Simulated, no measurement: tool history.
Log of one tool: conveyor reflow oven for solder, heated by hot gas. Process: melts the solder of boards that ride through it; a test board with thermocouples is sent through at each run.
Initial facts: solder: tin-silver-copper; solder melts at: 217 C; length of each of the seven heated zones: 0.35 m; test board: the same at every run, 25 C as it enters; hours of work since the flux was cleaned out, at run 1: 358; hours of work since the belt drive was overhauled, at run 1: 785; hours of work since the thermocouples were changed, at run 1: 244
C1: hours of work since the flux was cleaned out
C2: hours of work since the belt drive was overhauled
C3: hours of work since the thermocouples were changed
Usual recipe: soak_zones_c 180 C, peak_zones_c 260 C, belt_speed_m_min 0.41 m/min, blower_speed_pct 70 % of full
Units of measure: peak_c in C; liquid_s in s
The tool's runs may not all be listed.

run 1 hour=0 | soak_zones_c=180 peak_zones_c=260 belt_speed_m_min=0.41 blower_speed_pct=70 | C1=358 C2=785 C3=244 | peak_c=246.7 liquid_s=76
run 2 hour=76.5 | soak_zones_c=180 peak_zones_c=260 belt_speed_m_min=0.41 blower_speed_pct=70 | C1=416 C2=843 C3=302 | peak_c=246.9 liquid_s=75.9
-- hour=133 flux residue cleaned out of gas plates and filters
run 3 hour=141.5 | soak_zones_c=180 peak_zones_c=260 belt_speed_m_min=0.41 blower_speed_pct=70 | C1=6 C2=888 C3=348 | peak_c=245.5 liquid_s=73.9
run 4 hour=185 | soak_zones_c=180 peak_zones_c=260 belt_speed_m_min=0.41 blower_speed_pct=70 | C1=39 C2=921 C3=381 | peak_c=244.9 liquid_s=73.5
run 5 hour=246.3 | soak_zones_c=180 peak_zones_c=260 belt_speed_m_min=0.41 blower_speed_pct=70 | C1=86 C2=968 C3=427 | peak_c=244.6 liquid_s=73.3
-- hour=329.6 flux residue cleaned out of gas plates and filters, once more
run 6 hour=329.6 | soak_zones_c=180 peak_zones_c=260 belt_speed_m_min=0.446 blower_speed_pct=70 | C1=0 C2=1027 C3=486 | peak_c=245.9 liquid_s=70.5
run 7 hour=363.3 | soak_zones_c=180 peak_zones_c=260 belt_speed_m_min=0.446 blower_speed_pct=70 | C1=26 C2=1052 C3=512 | peak_c=246.5 liquid_s=70
-- hour=382.5 belt drive overhauled, speed set with a stopwatch
run 8 hour=448.8 | soak_zones_c=180 peak_zones_c=260 belt_speed_m_min=0.446 blower_speed_pct=70 | C1=87 C2=50 C3=573 | peak_c=245.5 liquid_s=67.6
run 9 hour=510.2 | soak_zones_c=180 peak_zones_c=260 belt_speed_m_min=0.446 blower_speed_pct=70 | C1=134 C2=97 C3=620 | peak_c=244.7 liquid_s=66.8
run 10 hour=570.8 | soak_zones_c=180 peak_zones_c=257 belt_speed_m_min=0.388 blower_speed_pct=90 | C1=180 C2=143 C3=666 | peak_c=247.8 liquid_s=85.5
run 11 hour=616.1 | soak_zones_c=180 peak_zones_c=257 belt_speed_m_min=0.433 blower_speed_pct=72 | C1=214 C2=177 C3=700 | peak_c=243.1 liquid_s=67.5
run 12 hour=687.3 | soak_zones_c=180 peak_zones_c=257 belt_speed_m_min=0.433 blower_speed_pct=72 | C1=268 C2=231 C3=754 | peak_c=242.8 liquid_s=67.1
-- hour=728 thermocouples of zones 6 and 7 changed
run 13 hour=754.6 | soak_zones_c=180 peak_zones_c=257 belt_speed_m_min=0.433 blower_speed_pct=72 | C1=317 C2=280 C3=20 | peak_c=244.1 liquid_s=68.9
run 14 hour=836.1 | soak_zones_c=180 peak_zones_c=262 belt_speed_m_min=0.433 blower_speed_pct=87 | C1=379 C2=342 C3=82 | peak_c=251 liquid_s=76.1
run 15 hour=896.4 | soak_zones_c=180 peak_zones_c=262 belt_speed_m_min=0.348 blower_speed_pct=80 | C1=425 C2=388 C3=128 | peak_c=254.2 liquid_s=101.5
-- hour=940.2 flux residue cleaned out of gas plates and filters
run 16 hour=977.8 | soak_zones_c=180 peak_zones_c=262 belt_speed_m_min=0.348 blower_speed_pct=80 | C1=28 C2=445 C3=185 | peak_c=255.6 liquid_s=103.1

Consider 3 possible next runs. They are alternatives, not a sequence: every one starts from the tool as it was left by run 16. What does each give?
run A hour=1015.5 | soak_zones_c=181 peak_zones_c=255 belt_speed_m_min=0.348 blower_speed_pct=80 | C1=57 C2=474 C3=214 | peak_c=? liquid_s=?
run B hour=1015.5 | soak_zones_c=192 peak_zones_c=262 belt_speed_m_min=0.348 blower_speed_pct=80 | C1=57 C2=474 C3=214 | peak_c=? liquid_s=?
run C hour=1015.5 | soak_zones_c=189 peak_zones_c=262 belt_speed_m_min=0.348 blower_speed_pct=81 | C1=57 C2=474 C3=214 | peak_c=? liquid_s=?

run=A peak_c=248.5 liquid_s=97.4
run=B peak_c=256.4 liquid_s=110.5
run=C peak_c=256.2 liquid_s=109.3
Stripped of hidden state, with their random variation kept, the same runs would have yielded:
run=A peak_c=249.2 liquid_s=97.1
run=B peak_c=257.1 liquid_s=109.8
run=C peak_c=257 liquid_s=108.6
